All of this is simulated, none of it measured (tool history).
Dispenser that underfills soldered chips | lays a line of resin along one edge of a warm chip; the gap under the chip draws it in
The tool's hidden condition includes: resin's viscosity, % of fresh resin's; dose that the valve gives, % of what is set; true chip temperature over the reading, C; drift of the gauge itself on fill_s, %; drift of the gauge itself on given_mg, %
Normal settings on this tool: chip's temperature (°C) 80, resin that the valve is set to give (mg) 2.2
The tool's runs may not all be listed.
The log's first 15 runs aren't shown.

run,day,chip's temperature (°C),resin that the valve is set to give (mg),hours of work since the syringe was changed,hours of work since the valve was cleaned,hours of work since the stage was calibrated,time until the resin shows at the far edge (s),resin that the valve gave (mg)
# day 6.304: new syringe of resin
16,6.396,80,2.2,2,23,168,53.8,2.17
17,6.642,80,2.2,6,27,172,60.2,2.18
# day 6.85: new syringe of resin
18,7.183,80,2.2,6,37,182,62.2,2.15
# day 7.388: new syringe of resin
19,7.612,80,2.2,4,44,189,60,2.14
# day 7.9: new syringe of resin
20,8.125,67,2.26,4,53,198,108,2.19
21,8.358,67,2.26,8,57,202,125.2,2.16
# day 8.425: new syringe of resin
# day 8.896: dispensing valve cleaned and set on the balance
# day 8.988: new syringe of resin
22,8.988,69,2.26,0,1,212,84.4,2.27
23,9.425,71,2.67,8,9,220,100.1,2.64
# day 9.538: new syringe of resin
24,9.783,71,2.03,4,15,226,92.9,2
# day 10.071: new syringe of resin
25,10.142,69,2.14,1,22,232,89.9,2.11
26,10.508,75,2.2,8,28,239,82.7,2.12
# day 10.608: new syringe of resin
27,10.867,89,2.26,5,34,245,38.6,2.18
# day 11.154: new syringe of resin
28,11.429,82,2.3,5,44,255,52.8,2.24
# day 11.675: new syringe of resin
29,11.8,82,2.3,2,50,261,50,2.2
30,12.067,67,2.35,7,55,266,121,2.24
# day 12.221: new syringe of resin
31,12.525,66,2.08,5,63,274,122.1,1.96
# day 12.712: dispensing valve cleaned and set on the balance
# day 12.812: new syringe of resin
32,12.888,67,2.2,1,3,279,98.9,2.21
# day 13.325: new syringe of resin
33,13.442,67,2.2,2,13,289,101.5,2.19
# day 13.846: new syringe of resin
34,14.004,67,2.2,3,22,299,102.3,2.13

Here are 5 independent what-if runs from the current tool condition. What would each one return?
# day 14.375: new syringe of resin
A,14.421,87,2.42,1,30,306,?,?
# day 14.375: new syringe of resin
B,14.421,74,2.77,1,30,306,?,?
# day 14.375: new syringe of resin
C,14.421,68,2.2,1,30,306,?,?
# day 14.375: new syringe of resin
D,14.421,77,2.41,1,30,306,?,?
# day 14.375: new syringe of resin
E,14.421,67,1.97,1,30,306,?,?

run,time until the resin shows at the far edge (s),resin that the valve gave (mg)
A,37,2.37
B,69.2,2.71
C,94.7,2.14
D,60.3,2.35
E,101.1,1.94
Without the tool's unlogged condition, the same runs would have read:
run,time until the resin shows at the far edge (s),resin that the valve gave (mg)
A,38.1,2.43
B,71.9,2.77
C,98.3,2.19
D,62.4,2.4
E,104.7,1.99
